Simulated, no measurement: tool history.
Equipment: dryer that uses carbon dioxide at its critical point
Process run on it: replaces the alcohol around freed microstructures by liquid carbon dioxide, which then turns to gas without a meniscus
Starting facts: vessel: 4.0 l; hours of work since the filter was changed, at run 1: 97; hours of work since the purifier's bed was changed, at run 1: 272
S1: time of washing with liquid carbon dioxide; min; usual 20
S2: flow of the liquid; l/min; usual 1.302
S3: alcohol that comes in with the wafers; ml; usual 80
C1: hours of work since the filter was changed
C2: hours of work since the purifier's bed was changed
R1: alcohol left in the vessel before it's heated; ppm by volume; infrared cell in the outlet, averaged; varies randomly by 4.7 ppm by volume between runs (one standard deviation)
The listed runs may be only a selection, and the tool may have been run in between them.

| run | hour | S1 | S2 | S3 | C1 | C2 | R1 |
|---|---|---|---|---|---|---|---|
| 1 | 0.0 | 20 | 1.302 | 80 | 97 | 272 | 71 |
| 2 | 7.1 | 20 | 1.302 | 80 | 102 | 277 | 69 |
| 3 | 17.3 | 20 | 1.302 | 23 | 109 | 284 | 34 |
| 4 | 22.7 | 20 | 1.302 | 23 | 113 | 287 | 37 |
| 5 | 32.0 | 20 | 1.302 | 80 | 119 | 293 | 70 |
| 6 | 41.2 | 20 | 1.302 | 80 | 125 | 300 | 65 |
| 7 | 50.9 | 20 | 1.302 | 80 | 132 | 306 | 65 |
| 8 | 58.3 | 20 | 1.302 | 80 | 136 | 311 | 71 |
| 9 | 66.3 | 20 | 1.302 | 80 | 142 | 316 | 66 |
| 10 | 76.5 | 20 | 1.302 | 80 | 149 | 323 | 64 |
| 11 | 85.1 | 20 | 1.302 | 89 | 154 | 329 | 75 |
| 12 | 94.5 | 20 | 1.302 | 89 | 161 | 335 | 80 |
| 13 | 105.3 | 27 | 1.302 | 80 | 168 | 342 | 38 |
| 14 | 111.7 | 27 | 1.302 | 80 | 172 | 347 | 33 |
| 15 | 118.8 | 20 | 1.302 | 80 | 177 | 351 | 78 |
| 16 | 129.6 | 20 | 1.302 | 80 | 184 | 359 | 74 |
| 17 | 136.3 | 20 | 1.302 | 79 | 189 | 363 | 69 |
| 18 | 142.6 | 31 | 1.302 | 79 | 193 | 367 | 27 |
| 19 | 153.7 | 31 | 1.302 | 79 | 200 | 375 | 34 |
| 20 | 164.3 | 31 | 1.302 | 79 | 207 | 382 | 28 |
| 21 | 174.0 | 24 | 1.670 | 102 | 214 | 388 | 29 |
| 22 | 181.3 | 24 | 1.670 | 102 | 219 | 393 | 21 |
| 23 | 186.9 | 24 | 1.670 | 83 | 222 | 397 | 35 |
| 24 | 198.5 | 24 | 1.670 | 83 | 230 | 405 | 36 |
| 25 | 203.5 | 24 | 1.670 | 83 | 234 | 408 | 38 |
| 26 | 213.0 | 26 | 1.302 | 64 | 240 | 414 | 36 |
| 27 | 219.9 | 31 | 2.060 | 44 | 245 | 419 | 36 |
| 28 | 229.1 | 19 | 2.160 | 27 | 251 | 425 | 35 |
| 29 | 241.3 | 14 | 2.160 | 27 | 259 | 433 | 33 |
| 30 | 247.2 | 23 | 1.550 | 89 | 263 | 437 | 30 |
| 31 | 255.5 | 32 | 1.090 | 83 | 268 | 443 | 38 |
| 32 | 265.5 | 20 | 1.320 | 45 | 275 | 450 | 52 |
| 33 | 276.3 | 16 | 1.400 | 22 | 282 | 457 | 60 |
| 34 | 288.0 | 30 | 1.240 | 86 | 290 | 465 | 34 |
| 35 | 295.7 | 30 | 1.240 | 30 | 295 | 470 | 35 |
| 36 | 305.9 | 30 | 1.240 | 30 | 302 | 477 | 31 |
| 37 | 317.3 | 13 | 1.010 | 86 | 310 | 484 | 1137 |
| 38 | 325.9 | 28 | 0.950 | 28 | 315 | 490 | 56 |
| 39 | 332.3 | 30 | 0.840 | 116 | 320 | 494 | 133 |
| 40 | 343.1 | 30 | 0.840 | 116 | 327 | 501 | 143 |

Subtracting, for every run, the result it would have given without the tool's unlogged condition from the measured result gives the following. The same run-to-run variation enters both numbers; the gauge's scatter may not:
What the log doesn't record here: flow that reaches the vessel past the clogged filter, %; alcohol in the recycled carbon dioxide, ppm; drift of the gauge itself on alcohol_ppm, %.
| run | R1 |
|---|---|
| 1 | +22 |
| 2 | +22 |
| 3 | +20 |
| 4 | +21 |
| 5 | +24 |
| 6 | +24 |
| 7 | +25 |
| 8 | +25 |
| 9 | +26 |
| 10 | +28 |
| 11 | +29 |
| 12 | +29 |
| 13 | +23 |
| 14 | +24 |
| 15 | +29 |
| 16 | +31 |
| 17 | +31 |
| 18 | +24 |
| 19 | +25 |
| 20 | +25 |
| 21 | +25 |
| 22 | +21 |
| 23 | +26 |
| 24 | +27 |
| 25 | +26 |
| 26 | +28 |
| 27 | +27 |
| 28 | +27 |
| 29 | +29 |
| 30 | +29 |
| 31 | +31 |
| 32 | +34 |
| 33 | +35 |
| 34 | +31 |
| 35 | +31 |
| 36 | +30 |
| 37 | +172 |
| 38 | +36 |
| 39 | +55 |
| 40 | +57 |

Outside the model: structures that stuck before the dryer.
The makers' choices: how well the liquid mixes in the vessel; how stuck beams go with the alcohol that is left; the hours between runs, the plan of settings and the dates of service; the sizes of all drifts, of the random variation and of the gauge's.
